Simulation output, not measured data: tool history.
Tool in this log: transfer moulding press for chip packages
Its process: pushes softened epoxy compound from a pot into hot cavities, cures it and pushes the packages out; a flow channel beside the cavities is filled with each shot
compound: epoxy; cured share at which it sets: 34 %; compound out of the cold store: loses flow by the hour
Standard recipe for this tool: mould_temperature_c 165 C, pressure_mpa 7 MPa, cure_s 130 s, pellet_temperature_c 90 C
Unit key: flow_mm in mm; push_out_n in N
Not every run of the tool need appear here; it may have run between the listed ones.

| run | hour | mould_temperature_c | pressure_mpa | cure_s | pellet_temperature_c | incoming compound's hours out of the cold store | flow_mm | push_out_n |
|---|---|---|---|---|---|---|---|---|
| 1 | 0 | 165 | 7 | 130 | 90 | 23.4 | 928 | 249 |
| 2 | 15.1 | 158 | 7 | 130 | 90 | 44.6 | 883 | 333 |
| 3 | 26.6 | 158 | 7 | 130 | 90 | 44.6 | 880 | 328 |
| 4 | 36.8 | 158 | 7 | 130 | 90 | 11.7 | 1024 | 372 |
| 5 | 53.8 | 158 | 7 | 130 | 90 | 46.6 | 873 | 323 |
| 6 | 63.6 | 158 | 7 | 130 | 90 | 37.2 | 916 | 337 |
| 7 | 79.1 | 158 | 7 | 130 | 90 | 14.8 | 1002 | 358 |
| 8 | 97.9 | 158 | 7 | 130 | 90 | 42.1 | 886 | 346 |
| 9 | 109.3 | 165 | 7 | 130 | 90 | 15.3 | 977 | 248 |
| 10 | 124 | 165 | 7 | 130 | 90 | 8 | 1004 | 258 |
| 11 | 136.2 | 170 | 7 | 130 | 90 | 20.5 | 922 | 225 |
| 12 | 157.4 | 170 | 7 | 130 | 90 | 22.3 | 917 | 234 |
| 13 | 172 | 170 | 7 | 130 | 90 | 39.4 | 850 | 232 |
| 14 | 184.7 | 165 | 7 | 130 | 90 | 8.1 | 1002 | 249 |
| 15 | 194.5 | 165 | 7 | 130 | 90 | 26.5 | 919 | 245 |
| 16 | 211.3 | 165 | 7 | 130 | 90 | 25.7 | 916 | 244 |
| 17 | 221.2 | 165 | 7 | 159 | 90 | 17.8 | 955 | 236 |
| 18 | 232.2 | 165 | 7 | 159 | 90 | 27.2 | 917 | 233 |
| 19 | 248.6 | 165 | 7 | 159 | 90 | 40.4 | 868 | 234 |
| 20 | 266.5 | 161 | 5.65 | 159 | 90 | 21.5 | 868 | 236 |
| 21 | 281 | 165 | 7 | 130 | 90 | 10.8 | 982 | 257 |
| 22 | 296.6 | 158 | 7 | 130 | 90 | 35.6 | 925 | 346 |
| 23 | 316.7 | 158 | 7 | 130 | 90 | 45.2 | 889 | 333 |
| 24 | 326.9 | 158 | 5.51 | 142 | 90 | 42.5 | 784 | 290 |
| 25 | 339.7 | 158 | 5.51 | 142 | 90 | 16.2 | 880 | 305 |
| 26 | 347.9 | 158 | 5.51 | 142 | 90 | 31.7 | 837 | 307 |
| 27 | 369.8 | 165 | 5.67 | 116 | 90 | 37.9 | 792 | 281 |
| 28 | 384.7 | 170 | 8.27 | 130 | 90 | 28.5 | 972 | 232 |

Taken out of this log: 5 entries between the listed runs. Where each belongs, and how the hidden state differs across it:
Run 6 -> run 7: cavities cleaned with cleaning compound and waxed (hour 67.7)
  pressure that reaches the compound, % of what is set: 99.41 -> 99.4; grip of the stained cavities, % over clean ones': 1.4 -> 0.4
Run 11 -> run 12: plunger's sealing rings changed (hour 142.7)
  pressure that reaches the compound, % of what is set: 99.34 -> 99.99; grip of the stained cavities, % over clean ones': 1.3 -> 1.4
Run 12 -> run 13: cavities cleaned with cleaning compound and waxed (hour 164.3)
  pressure that reaches the compound, % of what is set: 99.99 -> 99.97; grip of the stained cavities, % over clean ones': 1.4 -> 0.3
Run 19 -> run 20: cavities cleaned with cleaning compound and waxed (hour 258.3)
  pressure that reaches the compound, % of what is set: 99.89 -> 99.88; grip of the stained cavities, % over clean ones': 1.4 -> 0.3
Run 26 -> run 27: cavities cleaned with cleaning compound and waxed (hour 353.2)
  pressure that reaches the compound, % of what is set: 99.79 -> 99.77; grip of the stained cavities, % over clean ones': 1.4 -> 0.5

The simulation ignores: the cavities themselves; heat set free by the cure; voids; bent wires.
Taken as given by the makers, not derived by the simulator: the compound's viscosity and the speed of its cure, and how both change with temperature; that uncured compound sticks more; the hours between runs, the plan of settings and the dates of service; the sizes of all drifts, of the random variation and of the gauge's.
